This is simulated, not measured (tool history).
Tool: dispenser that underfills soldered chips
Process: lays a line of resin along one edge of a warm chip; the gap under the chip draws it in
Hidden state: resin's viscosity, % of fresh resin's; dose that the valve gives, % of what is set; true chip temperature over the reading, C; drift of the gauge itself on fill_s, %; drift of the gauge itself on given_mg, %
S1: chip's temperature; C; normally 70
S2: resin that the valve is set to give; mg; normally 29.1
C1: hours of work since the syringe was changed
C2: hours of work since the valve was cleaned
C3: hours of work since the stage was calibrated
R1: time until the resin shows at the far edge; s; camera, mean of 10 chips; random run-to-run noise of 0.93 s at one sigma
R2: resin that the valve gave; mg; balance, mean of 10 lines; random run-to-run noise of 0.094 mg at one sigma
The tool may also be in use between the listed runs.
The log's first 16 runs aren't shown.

| run | day | S1 | S2 | C1 | C2 | C3 | R1 | R2 |
|---|---|---|---|---|---|---|---|---|
|  | 3.038 | new syringe of resin |
| 17 | 3.112 | 73 | 29.1 | 1 | 40 | 132 | 83.6 | 28.1 |
| 18 | 3.225 | 70 | 29.1 | 3 | 42 | 134 | 107.2 | 28.07 |
|  | 3.412 | new syringe of resin |
| 19 | 3.425 | 84 | 35 | 0 | 45 | 137 | 49.3 | 33.62 |
| 20 | 3.667 | 70 | 25.7 | 4 | 49 | 141 | 114.8 | 24.51 |
|  | 3.796 | new syringe of resin |
| 21 | 3.846 | 70 | 29.3 | 1 | 52 | 144 | 93.9 | 27.97 |
| 22 | 4.079 | 56 | 26.3 | 5 | 56 | 149 | 219.9 | 25.07 |
|  | 4.171 | new syringe of resin |
| 23 | 4.233 | 69 | 30.8 | 1 | 59 | 151 | 98 | 29.07 |
| 24 | 4.358 | 61 | 36.6 | 3 | 61 | 153 | 154 | 34.63 |
|  | 4.562 | new syringe of resin |
| 25 | 4.562 | 61 | 36.6 | 0 | 64 | 157 | 128.3 | 34.48 |
|  | 4.742 | dispensing valve cleaned and set on the balance |
| 26 | 4.829 | 61 | 36.6 | 4 | 2 | 161 | 161.6 | 36.46 |
|  | 4.983 | new syringe of resin |
| 27 | 5.075 | 69 | 32.6 | 2 | 6 | 165 | 101.6 | 32.5 |
| 28 | 5.308 | 61 | 35.1 | 6 | 10 | 169 | 182.5 | 34.88 |
|  | 5.358 | new syringe of resin |
| 29 | 5.512 | 82 | 29.8 | 3 | 13 | 172 | 64 | 29.39 |
| 30 | 5.629 | 70 | 30.8 | 5 | 15 | 174 | 117.7 | 30.37 |
|  | 5.733 | new syringe of resin |
| 31 | 5.838 | 70 | 30.8 | 2 | 19 | 178 | 99 | 30.22 |
| 32 | 5.992 | 71 | 30.8 | 5 | 22 | 181 | 111.8 | 30.21 |
|  | 6.108 | new syringe of resin |
| 33 | 6.133 | 71 | 30.8 | 0 | 24 | 183 | 86.8 | 30.17 |
| 34 | 6.342 | 71 | 30.8 | 4 | 28 | 187 | 107.6 | 30.06 |
| 35 | 6.45 | 75 | 32 | 6 | 29 | 189 | 102.5 | 31.3 |

Forecast each of these 3 alternatives for the next run:
|  | 6.479 | new syringe of resin |
| A | 6.667 | 81 | 27.6 | 3 | 33 | 192 | ? | ? |
|  | 6.479 | new syringe of resin |
| B | 6.667 | 57 | 34.6 | 3 | 33 | 192 | ? | ? |
|  | 6.479 | new syringe of resin |
| C | 6.667 | 60 | 32 | 3 | 33 | 192 | ? | ? |

| run | R1 | R2 |
|---|---|---|
| A | 69.3 | 26.87 |
| B | 189.6 | 33.61 |
| C | 166.6 | 31.3 |
Had the tool no hidden state, the same runs would have come out as:
| run | R1 | R2 |
|---|---|---|
| A | 56.1 | 27.66 |
| B | 153.6 | 34.6 |
| C | 135 | 32.21 |
